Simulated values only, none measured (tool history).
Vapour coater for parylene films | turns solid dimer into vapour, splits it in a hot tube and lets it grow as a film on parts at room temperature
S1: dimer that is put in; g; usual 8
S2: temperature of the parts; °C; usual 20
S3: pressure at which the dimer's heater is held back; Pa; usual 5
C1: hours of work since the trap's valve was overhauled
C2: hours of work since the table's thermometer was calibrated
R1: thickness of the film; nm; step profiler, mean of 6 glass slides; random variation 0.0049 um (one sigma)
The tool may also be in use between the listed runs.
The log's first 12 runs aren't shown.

run	hour	S1	S2	S3	C1	C2	R1
# hour 733.2: table's thermometer calibrated
13	738.6	8	20	5	519	4	1240
14	778.8	8	20	5	550	35	1239
# hour 813.9: trap's valve overhauled
15	849.2	8	20	5	28	87	1228
16	894.2	8	20	5	63	122	1244
17	945.4	6	20	5	103	162	924
18	1013.6	6	20	5	156	215	917
19	1045.2	7	28	5	180	240	867
20	1114.4	8	25	8.89	234	294	952
21	1188.5	6	31	8.82	292	352	599
22	1236.8	6	31	8.82	330	389	603
23	1291.3	4	17	2.51	372	432	775
24	1340	4	17	2.51	410	470	766
# hour 1398.6: gauge calibrated
25	1401.2	10	18	5.64	458	517	1631
26	1451.3	10	18	5.64	497	556	1615
27	1510.2	10	18	5.64	543	602	1627
28	1544.1	6	31	3.68	569	629	732
# hour 1552.1: trap's valve overhauled
29	1602.7	4	14	5	39	671	739
30	1652.3	4	14	5	78	710	744
31	1717.4	4	27	5	129	761	508

4 ways to go on from here, each from the tool as it stands after run 31. What would each give?
A	1766.4	4	22	3.17	167	799	?
B	1766.4	4	15	5	167	799	?
C	1766.4	13	21	8.29	167	799	?
D	1766.4	8	20	2.87	167	799	?

run	R1
A	646
B	726
C	1782
D	1396
Without the tool's hidden state the same runs would have given:
run	R1
A	650
B	730
C	1794
D	1406

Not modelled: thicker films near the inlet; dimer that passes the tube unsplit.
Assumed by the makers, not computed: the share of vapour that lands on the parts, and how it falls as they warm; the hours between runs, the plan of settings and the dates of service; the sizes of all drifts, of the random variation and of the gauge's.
